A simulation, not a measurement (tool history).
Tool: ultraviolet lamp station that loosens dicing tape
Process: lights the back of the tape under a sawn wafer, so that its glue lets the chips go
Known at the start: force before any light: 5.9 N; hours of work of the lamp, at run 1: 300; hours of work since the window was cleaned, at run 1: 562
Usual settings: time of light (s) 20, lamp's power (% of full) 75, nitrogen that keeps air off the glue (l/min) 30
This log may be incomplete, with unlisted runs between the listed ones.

run	hour	time of light (s)	lamp's power (% of full)	nitrogen that keeps air off the glue (l/min)	hours of work of the lamp	hours of work since the window was cleaned	force that peels the tape off (N)	light that reached the tape (J/m2)
1	0	20	75	30	300	562	0.986	4110
2	8	20	95	30	306	568	0.658	5230
3	17.9	20	67	30	314	576	1.181	3630
4	29.4	20	67	30	323	585	1.193	3650
5	36.9	20	67	30	329	591	1.183	3610
6	44.6	35	75	30	335	597	0.38	7120
7	50.3	20	75	30	340	602	1.044	4050
8	60.8	20	75	30	348	610	1.014	3990
9	70.7	20	75	30	356	618	1.054	3990
10	79.3	20	75	12	362	624	1.822	4040
11	88.4	20	75	30	370	632	1.052	3950
12	96.5	20	75	30	376	638	1.054	3900
13	101.7	20	75	30	380	642	1.074	3980
14	110.5	20	75	30	387	649	1.05	3880
15	121.8	20	75	30	396	658	1.12	3930
16	133.2	20	75	30	405	667	1.099	3800
17	142.2	20	75	32	412	674	1.096	3850
18	152.4	20	77	32	420	682	1.007	3940
# hour 156.8: window cleaned of glue's vapour
19	164.2	13	75	30	429	6	2.221	2170
20	174.7	13	75	30	437	14	2.261	2200
# hour 185: window cleaned of glue's vapour, once more
21	186.9	13	67	30	446	1	1.918	2600
22	196.6	34	67	23	454	9	0.484	6790
23	202.6	34	67	23	459	14	0.482	6760
24	213.4	12	82	30	467	22	1.646	2910
25	220.4	12	82	30	473	28	1.611	2910
26	225.2	15	75	36	476	32	1.299	3320
27	231.6	15	75	12	481	37	2.141	3280
28	243.1	26	75	12	491	46	1.015	5660
29	252.6	26	98	9	498	53	0.828	7390
30	264.4	28	98	21	507	62	0.401	7930
31	273.5	12	98	21	514	70	1.601	3390
32	279.7	12	98	21	519	74	1.597	3420
33	284.6	12	98	21	523	78	1.647	3370
34	290.4	33	75	32	528	83	0.353	7070
35	296.9	33	62	19	533	88	0.771	5780
36	304.2	31	65	30	539	94	0.57	5700
37	314.8	31	65	30	547	102	0.559	5690
38	324	14	68	13	554	109	2.52	2670
39	330.8	12	75	20	560	115	2.225	2500
40	342	12	75	20	568	124	2.286	2480
41	352.2	17	61	16	576	132	2.202	2880
42	361	31	99	16	583	139	0.412	8550

Take each entry between the runs: how does the hidden state at the last listed run before it differ from the hidden state at the first listed run after it?
In the gap between runs 18 and 19: window cleaned of glue's vapour (hour 156.8)
  lamp's light, % of a new lamp's: 85.9 -> 85.6; light that the window lets through, % of a clean one's: 84.1 -> 74.4
  measured value less the no-hidden-state value, force that peels the tape off (N): +0.435 -> +0.912; light that reached the tape (J/m2): -1520 -> -1250
In the gap between runs 20 and 21: window cleaned of glue's vapour, once more (hour 185)
  lamp's light, % of a new lamp's: 85.3 -> 85; light that the window lets through, % of a clean one's: 74.3 -> 99.8
  measured value less the no-hidden-state value, force that peels the tape off (N): +0.937 -> +0.344; light that reached the tape (J/m2): -1270 -> -470

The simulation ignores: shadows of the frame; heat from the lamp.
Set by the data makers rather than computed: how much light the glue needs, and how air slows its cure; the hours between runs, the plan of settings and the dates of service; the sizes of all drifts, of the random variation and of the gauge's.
